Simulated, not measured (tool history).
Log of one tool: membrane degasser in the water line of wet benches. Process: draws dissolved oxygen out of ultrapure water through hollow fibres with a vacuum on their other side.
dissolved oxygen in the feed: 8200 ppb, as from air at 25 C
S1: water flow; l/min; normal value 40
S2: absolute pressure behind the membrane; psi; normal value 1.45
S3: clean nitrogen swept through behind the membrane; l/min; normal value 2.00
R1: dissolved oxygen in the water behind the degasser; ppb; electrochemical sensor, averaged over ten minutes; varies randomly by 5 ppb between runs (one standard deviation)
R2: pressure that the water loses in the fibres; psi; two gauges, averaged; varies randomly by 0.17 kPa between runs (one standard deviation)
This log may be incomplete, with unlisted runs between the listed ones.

Run 1, hour 0.0: usual settings. Result: R1 548.0 ppb, R2 3.896 psi.
Run 2, hour 217.1: usual settings. Result: R1 553.6 ppb, R2 3.894 psi.
Run 3, hour 329.6: usual settings. Result: R1 540.0 ppb, R2 3.888 psi.
Run 4, hour 509.9: usual settings. Result: R1 550.1 ppb, R2 3.903 psi.
Run 5, hour 679.1: usual settings. Result: R1 545.8 ppb, R2 3.913 psi.
Run 6, hour 853.3: usual settings but S2 1.97 psi. Result: R1 684.3 ppb, R2 3.919 psi.
Run 7, hour 958.8: usual settings. Result: R1 555.9 ppb, R2 3.939 psi.
Run 8, hour 1178.1: usual settings but S3 0.94 l/min. Result: R1 807.1 ppb, R2 3.945 psi.
Run 9, hour 1290.0: usual settings but S3 0.94 l/min. Result: R1 794.5 ppb, R2 3.935 psi.
Run 10, hour 1415.6: usual settings but S3 0.94 l/min. Result: R1 795.9 ppb, R2 3.949 psi.
Run 11, hour 1631.2: usual settings but S3 0.94 l/min. Result: R1 805.2 ppb, R2 3.923 psi.
Run 12, hour 1742.7: usual settings but S3 0.94 l/min. Result: R1 792.0 ppb, R2 3.935 psi.
Run 13, hour 1932.8: usual settings but S3 0.94 l/min. Result: R1 802.1 ppb, R2 3.971 psi.
Run 14, hour 2149.9: usual settings but S3 0.94 l/min. Result: R1 808.1 ppb, R2 3.961 psi.
Run 15, hour 2290.3: usual settings. Result: R1 560.6 ppb, R2 4.002 psi.
Run 16, hour 2478.9: usual settings. Result: R1 567.3 ppb, R2 4.012 psi.
Run 17, hour 2614.6: usual settings but S3 0.88 l/min. Result: R1 844.3 ppb, R2 3.977 psi.
Run 18, hour 2751.8: usual settings but S3 0.88 l/min. Result: R1 840.9 ppb, R2 3.994 psi.
Run 19, hour 2917.3: usual settings but S3 0.88 l/min. Result: R1 833.4 ppb, R2 3.974 psi.
Run 20, hour 3045.2: usual settings but S3 0.88 l/min. Result: R1 840.8 ppb, R2 3.938 psi.
Run 21, hour 3209.0: usual settings but S1 29 l/min, S2 1.09 psi, S3 1.87 l/min. Result: R1 278.0 ppb, R2 2.860 psi.
Run 22, hour 3313.0: usual settings but S2 2.74 psi. Result: R1 893.8 ppb, R2 4.013 psi.
Run 23, hour 3523.4: usual settings but S1 32 l/min, S2 2.74 psi, S3 2.29 l/min. Result: R1 635.1 ppb, R2 3.213 psi.
Run 24, hour 3715.1: usual settings but S1 32 l/min, S2 2.74 psi, S3 2.29 l/min. Result: R1 634.4 ppb, R2 3.189 psi.
Run 25, hour 3805.8: usual settings but S3 1.00 l/min. Result: R1 790.9 ppb, R2 4.016 psi.
Run 26, hour 3928.7: usual settings but S1 43 l/min, S2 1.26 psi, S3 0.89 l/min. Result: R1 815.3 ppb, R2 4.344 psi.
Run 27, hour 4122.1: usual settings but S1 43 l/min, S2 1.26 psi, S3 0.89 l/min. Result: R1 800.9 ppb, R2 4.373 psi.
Run 28, hour 4342.4: usual settings but S1 39 l/min, S3 2.76 l/min. Result: R1 484.4 ppb, R2 3.896 psi.
Run 29, hour 4438.1: usual settings but S1 29 l/min, S2 2.12 psi, S3 4.15 l/min. Result: R1 320.1 ppb, R2 2.896 psi.
Run 30, hour 4534.1: usual settings but S1 29 l/min, S2 2.12 psi, S3 4.15 l/min. Result: R1 322.8 ppb, R2 2.918 psi.
Run 31, hour 4748.6: usual settings but S1 29 l/min, S2 2.12 psi, S3 4.15 l/min. Result: R1 320.6 ppb, R2 2.923 psi.
Run 32, hour 4862.2: usual settings but S1 25 l/min, S3 5.60 l/min. Result: R1 159.9 ppb, R2 2.528 psi.

Alternative continuations, all from the tool just after run 32; predict every row:
Run A, hour 4994.0: usual settings but S1 47 l/min, S2 1.64 psi, S3 2.48 l/min. Result: R1 ?, R2 ?.
Run B, hour 4994.0: usual settings but S1 25 l/min, S2 1.81 psi, S3 1.07 l/min. Result: R1 ?, R2 ?.
Run C, hour 4994.0: usual settings but S2 3.48 psi, S3 1.84 l/min. Result: R1 ?, R2 ?.
Run D, hour 4994.0: usual settings but S2 1.33 psi, S3 3.81 l/min. Result: R1 ?, R2 ?.

run      R1     R2
  A   734.1  4.731
  B   535.1  2.534
  C  1152.7  4.039
  D   440.8  4.060
Had the tool no hidden state, the same runs would have come out as:
run      R1     R2
  A   631.5  4.337
  B   495.6  2.322
  C  1075.7  3.701
  D   359.3  3.723
